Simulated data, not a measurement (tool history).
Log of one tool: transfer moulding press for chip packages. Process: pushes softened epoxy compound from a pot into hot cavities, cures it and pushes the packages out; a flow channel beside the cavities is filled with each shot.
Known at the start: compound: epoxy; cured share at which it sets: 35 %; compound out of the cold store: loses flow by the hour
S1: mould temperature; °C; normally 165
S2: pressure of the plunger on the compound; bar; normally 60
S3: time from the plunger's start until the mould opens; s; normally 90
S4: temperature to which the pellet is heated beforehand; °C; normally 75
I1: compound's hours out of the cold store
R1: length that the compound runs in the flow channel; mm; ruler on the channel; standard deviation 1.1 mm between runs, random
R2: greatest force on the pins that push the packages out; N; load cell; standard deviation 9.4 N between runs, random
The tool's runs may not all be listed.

run 1 hour=0 | S1=165 S2=60 S3=90 S4=75 | I1=31.2 | R1=492 R2=664
-- hour=12.3 cavities cleaned with cleaning compound and waxed
run 2 hour=24.2 | S1=165 S2=60 S3=119 S4=75 | I1=38.5 | R1=475 R2=443
-- hour=35.3 mould's thermocouples calibrated
-- hour=52.5 cavities cleaned with cleaning compound and waxed
run 3 hour=52.5 | S1=165 S2=60 S3=78 S4=75 | I1=9.6 | R1=547 R2=658
run 4 hour=86.8 | S1=165 S2=60 S3=90 S4=75 | I1=39.3 | R1=470 R2=694
-- hour=92.1 cavities cleaned with cleaning compound and waxed
run 5 hour=118.6 | S1=165 S2=60 S3=90 S4=75 | I1=25.5 | R1=501 R2=702
-- hour=131.3 cavities cleaned with cleaning compound and waxed
run 6 hour=156.4 | S1=165 S2=60 S3=90 S4=75 | I1=25.5 | R1=502 R2=671
-- hour=172.9 mould's thermocouples calibrated, once more
-- hour=174.4 cavities cleaned with cleaning compound and waxed
run 7 hour=206.9 | S1=165 S2=60 S3=90 S4=75 | I1=35.8 | R1=470 R2=654
-- hour=212.3 cavities cleaned with cleaning compound and waxed
run 8 hour=235.1 | S1=165 S2=60 S3=90 S4=75 | I1=12.2 | R1=526 R2=640
-- hour=251.4 cavities cleaned with cleaning compound and waxed
run 9 hour=280.3 | S1=171 S2=60 S3=90 S4=75 | I1=42.7 | R1=438 R2=525
-- hour=291.5 cavities cleaned with cleaning compound and waxed
run 10 hour=327.4 | S1=171 S2=60 S3=90 S4=75 | I1=30.8 | R1=461 R2=560
-- hour=331 cavities cleaned with cleaning compound and waxed
run 11 hour=351.2 | S1=171 S2=60 S3=90 S4=75 | I1=22.7 | R1=478 R2=514
-- hour=371.3 cavities cleaned with cleaning compound and waxed
-- hour=383.1 plunger's sealing rings changed
run 12 hour=400.6 | S1=171 S2=60 S3=90 S4=75 | I1=35.5 | R1=463 R2=516
-- hour=414.2 cavities cleaned with cleaning compound and waxed
run 13 hour=445.6 | S1=171 S2=60 S3=90 S4=75 | I1=14.2 | R1=513 R2=569
-- hour=455.3 cavities cleaned with cleaning compound and waxed
run 14 hour=481.9 | S1=169 S2=47.7 S3=74 S4=75 | I1=17.1 | R1=455 R2=770
-- hour=496.6 cavities cleaned with cleaning compound and waxed
run 15 hour=529.5 | S1=167 S2=67 S3=94 S4=69 | I1=41 | R1=485 R2=610
-- hour=536.6 cavities cleaned with cleaning compound and waxed
run 16 hour=558.5 | S1=165 S2=60 S3=90 S4=84 | I1=19.7 | R1=511 R2=644
-- hour=574.7 cavities cleaned with cleaning compound and waxed
run 17 hour=588.3 | S1=162 S2=45.3 S3=115 S4=83 | I1=37.4 | R1=414 R2=471
-- hour=615.1 mould's thermocouples calibrated
-- hour=616.6 cavities cleaned with cleaning compound and waxed
run 18 hour=629.7 | S1=162 S2=45.3 S3=115 S4=78 | I1=40.2 | R1=407 R2=469
-- hour=657.1 cavities cleaned with cleaning compound and waxed
run 19 hour=674.2 | S1=165 S2=45.3 S3=115 S4=78 | I1=19.4 | R1=441 R2=477
-- hour=698 cavities cleaned with cleaning compound and waxed
run 20 hour=705.4 | S1=165 S2=53.1 S3=90 S4=66 | I1=35.7 | R1=440 R2=504
run 21 hour=725.6 | S1=165 S2=53.1 S3=90 S4=66 | I1=9.8 | R1=500 R2=696
-- hour=736.5 cavities cleaned with cleaning compound and waxed
-- hour=777.2 cavities cleaned with cleaning compound and waxed
run 22 hour=777.6 | S1=165 S2=60 S3=110 S4=75 | I1=10.9 | R1=522 R2=346
-- hour=801 plunger's sealing rings changed
-- hour=819.3 cavities cleaned with cleaning compound and waxed
run 23 hour=829.4 | S1=165 S2=60 S3=98 S4=75 | I1=19.4 | R1=521 R2=501
-- hour=858.8 cavities cleaned with cleaning compound and waxed
run 24 hour=873.8 | S1=158 S2=58 S3=128 S4=82 | I1=38.3 | R1=486 R2=541
-- hour=900.2 cavities cleaned with cleaning compound and waxed
run 25 hour=903 | S1=162 S2=47.3 S3=90 S4=75 | I1=16.5 | R1=476 R2=615

For each run, the measured value with the value that run would have given without the tool's hidden condition subtracted. The run-to-run variation is shared by both, the gauge scatter possibly not:
The hidden state here: true mould temperature over the reading, C; pressure that reaches the compound, % of what is set; grip of the stained cavities, % over clean ones'; drift of the gauge itself on flow_mm, %; drift of the gauge itself on push_out_n, %.
run=1 R1=+0 R2=+256
run=2 R1=-1 R2=+98
run=3 R1=-1 R2=+77
run=4 R1=-2 R2=+301
run=5 R1=-4 R2=+282
run=6 R1=-5 R2=+261
run=7 R1=-11 R2=+252
run=8 R1=-14 R2=+213
run=9 R1=-14 R2=+196
run=10 R1=-16 R2=+225
run=11 R1=-17 R2=+158
run=12 R1=-2 R2=+182
run=13 R1=-4 R2=+222
run=14 R1=-4 R2=+282
run=15 R1=-7 R2=+245
run=16 R1=-8 R2=+224
run=17 R1=-8 R2=+113
run=18 R1=-9 R2=+115
run=19 R1=-12 R2=+136
run=20 R1=-13 R2=+93
run=21 R1=-16 R2=+268
run=22 R1=-20 R2=+9
run=23 R1=-1 R2=+115
run=24 R1=-2 R2=+152
run=25 R1=-3 R2=+81
